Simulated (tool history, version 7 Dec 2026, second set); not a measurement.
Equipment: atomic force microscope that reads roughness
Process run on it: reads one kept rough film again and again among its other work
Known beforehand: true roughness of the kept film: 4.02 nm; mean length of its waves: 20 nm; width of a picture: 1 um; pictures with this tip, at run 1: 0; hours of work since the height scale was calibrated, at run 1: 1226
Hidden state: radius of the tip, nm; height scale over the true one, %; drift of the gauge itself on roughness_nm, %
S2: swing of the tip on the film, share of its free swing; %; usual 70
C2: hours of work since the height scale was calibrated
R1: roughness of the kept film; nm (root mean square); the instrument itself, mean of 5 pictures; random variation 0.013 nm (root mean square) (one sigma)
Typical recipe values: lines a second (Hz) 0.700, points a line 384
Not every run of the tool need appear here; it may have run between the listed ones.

Run 1, hour 0.0: usual settings; pictures with this tip 0; C2 1226. Result: R1 2.966 nm (root mean square).
Run 2, hour 22.5: usual settings; pictures with this tip 23; C2 1238. Result: R1 2.723 nm (root mean square).
Run 3, hour 53.3: usual settings; pictures with this tip 54; C2 1256. Result: R1 2.444 nm (root mean square).
Run 4, hour 90.1: usual settings; pictures with this tip 90; C2 1276. Result: R1 2.250 nm (root mean square).
Run 5, hour 126.3: usual settings but lines a second (Hz) 3.281; pictures with this tip 127; C2 1296. Result: R1 1.921 nm (root mean square).
Run 6, hour 158.4: usual settings but lines a second (Hz) 3.281; pictures with this tip 159; C2 1314. Result: R1 1.756 nm (root mean square).
Run 7, hour 205.3: usual settings but points a line 991; pictures with this tip 206; C2 1341. Result: R1 1.724 nm (root mean square).
Run 8, hour 227.8: usual settings but points a line 991; pictures with this tip 228; C2 1353. Result: R1 1.661 nm (root mean square).
At hour 232.2: new tip fitted.
Run 9, hour 255.9: usual settings but lines a second (Hz) 3.860, S2 82 %, points a line 991; pictures with this tip 24; C2 1369. Result: R1 2.331 nm (root mean square).
Run 10, hour 283.3: usual settings but S2 67 %, points a line 361; pictures with this tip 51; C2 1384. Result: R1 2.509 nm (root mean square).
Run 11, hour 318.4: usual settings but lines a second (Hz) 1.158, S2 55 %, points a line 363; pictures with this tip 86; C2 1404. Result: R1 2.258 nm (root mean square).
Run 12, hour 351.3: usual settings but lines a second (Hz) 3.221, S2 87 %, points a line 369; pictures with this tip 119; C2 1422. Result: R1 1.739 nm (root mean square).
Run 13, hour 402.6: usual settings but lines a second (Hz) 3.221, S2 79 %, points a line 369; pictures with this tip 171; C2 1451. Result: R1 1.641 nm (root mean square).
Run 14, hour 430.1: usual settings but points a line 832; pictures with this tip 198; C2 1467. Result: R1 1.764 nm (root mean square).
Run 15, hour 458.9: usual settings but S2 84 %; pictures with this tip 227; C2 1483. Result: R1 1.602 nm (root mean square).

Each row is a separate what-if for the run after 15, all from the same tool condition, not one after another. Results?
At hour 465.5: new tip fitted.
Run A, hour 483.6: usual settings but lines a second (Hz) 1.278, S2 67 %, points a line 553; pictures with this tip 18; C2 1496. Result: R1 ?.
At hour 465.5: new tip fitted.
Run B, hour 483.6: usual settings but lines a second (Hz) 1.612, S2 86 %, points a line 613; pictures with this tip 18; C2 1496. Result: R1 ?.
At hour 465.5: new tip fitted.
Run C, hour 483.6: usual settings but lines a second (Hz) 0.522, points a line 640; pictures with this tip 18; C2 1496. Result: R1 ?.

run     R1
  A  2.780
  B  2.591
  C  2.813
The same runs, with their run-to-run variation unchanged, on a tool lacking any hidden condition would have given:
run     R1
  A  3.045
  B  2.838
  C  3.081

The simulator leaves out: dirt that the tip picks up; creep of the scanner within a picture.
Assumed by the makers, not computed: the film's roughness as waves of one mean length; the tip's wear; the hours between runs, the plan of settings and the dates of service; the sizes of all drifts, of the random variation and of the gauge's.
